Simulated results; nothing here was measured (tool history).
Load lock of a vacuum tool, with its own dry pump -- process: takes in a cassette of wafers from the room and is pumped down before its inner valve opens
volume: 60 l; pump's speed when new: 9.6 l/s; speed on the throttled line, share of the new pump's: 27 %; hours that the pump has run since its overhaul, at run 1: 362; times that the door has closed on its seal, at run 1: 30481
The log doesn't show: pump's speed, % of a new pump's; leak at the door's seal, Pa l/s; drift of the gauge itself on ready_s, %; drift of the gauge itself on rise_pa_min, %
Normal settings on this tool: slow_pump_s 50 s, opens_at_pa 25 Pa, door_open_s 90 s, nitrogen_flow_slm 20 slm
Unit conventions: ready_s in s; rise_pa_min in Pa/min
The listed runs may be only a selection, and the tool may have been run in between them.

run     hour  slow_pump_s  opens_at_pa  door_open_s  nitrogen_flow_slm  hours that the pump has run since its overhaul  times that the door has closed on its seal  incoming humidity of the room's air, %  ready_s  rise_pa_min
  1        0           50           25           90                 20                                             362                                       30481                                    46.9     88.1        0.253
  2    432.5           50           25           90                 20                                             795                                       31046                                    43.4     88.3        0.252
  3    757.5           50           25           90                 20                                            1120                                       31472                                    45.9     87.9        0.255
  4   1487.3           50           25           51                 20                                            1850                                       32426                                    44.7       89        0.266
  5   1857.6           50           25           51                 20                                            2220                                       32911                                    44.1     88.2        0.258
  6   2422.6           50           25           51                 20                                            2785                                       33650                                    44.1     89.1        0.268
  7   2759.8           50           25           51                 20                                            3122                                       34091                                    46.9     88.7        0.277
  8   3415.2           50           49           90                 20                                            3778                                       34949                                    44.5     84.6        0.289
  9   3710.1           50           25           90                 20                                            4072                                       35335                                      44     88.3        0.294
 10   4074.1           50           25           90                 20                                            4437                                       35811                                    41.2     88.5        0.307
 11   4703.1           50           25           90                 20                                            5066                                       36634                                      47     89.4        0.316
 12   5371.4           50           46           90                 20                                            5734                                       37508                                    42.1     85.5        0.323
 13   5902.9           50           48           90                 20                                            6265                                       38204                                    47.2     86.2        0.332
 14   6602.6           50           25           90                 20                                            6965                                       39119                                    48.5     89.6        0.345
 15   7197.5           50           25           90                 20                                            7560                                       39897                                    42.8     90.5        0.344
 16     7757           50           25           90                 20                                            8119                                       40629                                    43.5     91.1        0.369
 17   8241.9           50           25           90                 20                                            8604                                       41264                                    41.1     91.6        0.374
 18   8786.3           50           25           90                 20                                            9149                                       41976                                    43.3     90.8        0.385
 19   9102.2           50           25           90                 20                                            9465                                       42389                                    43.9     92.5        0.381
 20   9694.1           50           25           57                 20                                           10057                                       43164                                    45.6     92.7        0.391
 21  10003.1           48           21           37                  4                                           10365                                       43568                                    47.6     91.3        0.396
 22  10457.2           55           29          125                  5                                           10820                                       44162                                    45.2     94.9        0.433
 23  10831.3           55           29          125                  5                                           11194                                       44652                                    47.9     95.2         0.45
 24  11532.2           55           29          125                  5                                           11895                                       45568                                      42     94.8        0.447
 25  12043.9           61           31          229                 20                                           12406                                       46238                                    45.1     98.7        0.459
 26    12378           43           38          134                  9                                           12740                                       46675                                    46.3     85.6        0.464
 27  12844.8           50           25           90                 43                                           13207                                       47286                                    43.8     92.7        0.425
 28  13199.5           50           45           39                 20                                           13562                                       47750                                    46.4       89        0.445
 29  13519.5           61           33           41                 34                                           13882                                       48169                                      46     99.6        0.442
 30  14008.3           61           33           41                 34                                           14371                                       48808                                    41.7    101.1        0.441
 31  14690.7           61           21           41                  9                                           15053                                       49701                                    42.8    102.5        0.477
 32  15312.8           61           24           41                 25                                           15675                                       50515                                      47    102.3        0.479
 33  15747.1           61           47           41                 25                                           16110                                       51083                                    46.2     97.6        0.495
 34  16255.9           61           47           41                 25                                           16618                                       51749                                    45.4     97.3        0.492
 35  16663.9           50           21           25                 32                                           17026                                       52282                                    44.9       97          0.5
 36  16967.6           50           21           80                 21                                           17330                                       52680                                    44.8     95.8        0.527
 37  17580.6           71           36           28                 20                                           17943                                       53482                                    44.7    106.5        0.521
 38  18196.8           50           25           90                 10                                           18559                                       54288                                      48     96.8        0.568

Branching from run 38: 3 alternative next runs. What would each branch give?
  A  18790.8           36           40           90                 10                                           19153                                       55065                                    45.1        ?            ?
  B  18790.8           50           25           99                 34                                           19153                                       55065                                    45.6        ?            ?
  C  18790.8           50           25           32                 11                                           19153                                       55065                                    43.1        ?            ?

run  ready_s  rise_pa_min
  A     82.9        0.572
  B     96.6        0.556
  C     95.9        0.551
Take away the tool's hidden state, keep each run's random variation, and the runs would have read:
run  ready_s  rise_pa_min
  A     75.7        0.058
  B     89.5        0.046
  C     88.8        0.039
